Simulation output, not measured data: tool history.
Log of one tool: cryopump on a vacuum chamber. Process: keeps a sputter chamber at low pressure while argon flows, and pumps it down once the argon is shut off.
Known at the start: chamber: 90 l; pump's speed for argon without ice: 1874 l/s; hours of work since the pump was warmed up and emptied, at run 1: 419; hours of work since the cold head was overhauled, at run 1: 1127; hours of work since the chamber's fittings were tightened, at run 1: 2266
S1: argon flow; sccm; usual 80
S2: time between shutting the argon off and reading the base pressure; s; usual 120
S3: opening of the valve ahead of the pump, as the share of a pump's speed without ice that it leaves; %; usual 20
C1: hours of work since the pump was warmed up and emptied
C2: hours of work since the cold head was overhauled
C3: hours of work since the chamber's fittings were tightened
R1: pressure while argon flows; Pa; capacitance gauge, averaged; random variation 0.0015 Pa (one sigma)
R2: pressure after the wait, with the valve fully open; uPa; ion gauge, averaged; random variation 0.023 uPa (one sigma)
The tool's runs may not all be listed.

run,hour,S1,S2,S3,C1,C2,C3,R1,R2
1,0,80,120,20,419,1127,2266,0.3755,1.35
2,41.4,80,120,20,453,1162,2300,0.374,1.35
3,85.7,80,120,20,491,1199,2338,0.3753,1.3
4,125.6,80,120,20,524,1232,2371,0.3784,1.41
5,155.3,80,120,20,549,1257,2396,0.3777,1.39
6,180,80,120,20,570,1278,2417,0.3809,1.4
7,211,80,120,20,596,1304,2443,0.3822,1.44
8,245.9,42,120,38,625,1333,2472,0.1111,1.39
# hour 282.1: pump warmed up, emptied and cooled again
9,289.7,110,129,38,6,1366,2505,0.2638,1.21
10,318.2,110,129,38,30,1390,2529,0.265,1.23
11,344.6,47,267,38,52,1412,2551,0.1127,0.97
12,370.1,98,100,17,74,1433,2572,0.5232,1.4
13,403.5,98,100,17,102,1461,2600,0.5251,1.4
14,431.1,100,24,20,125,1484,2623,0.4559,3.82

Forecast each of these 5 alternatives for the next run:
A,454.6,100,34,20,145,1504,2643,?,?
B,454.6,38,120,20,145,1504,2643,?,?
C,454.6,118,65,28,145,1504,2643,?,?
D,454.6,80,51,20,145,1504,2643,?,?
E,454.6,100,24,34,145,1504,2643,?,?

run,R1,R2
A,0.4569,2.87
B,0.173,1.28
C,0.3896,1.84
D,0.3669,2.22
E,0.2717,3.88
Without the tool's hidden state the same runs would have given:
run,R1,R2
A,0.4497,2.34
B,0.1703,0.75
C,0.3811,1.31
D,0.3612,1.67
E,0.2645,3.33

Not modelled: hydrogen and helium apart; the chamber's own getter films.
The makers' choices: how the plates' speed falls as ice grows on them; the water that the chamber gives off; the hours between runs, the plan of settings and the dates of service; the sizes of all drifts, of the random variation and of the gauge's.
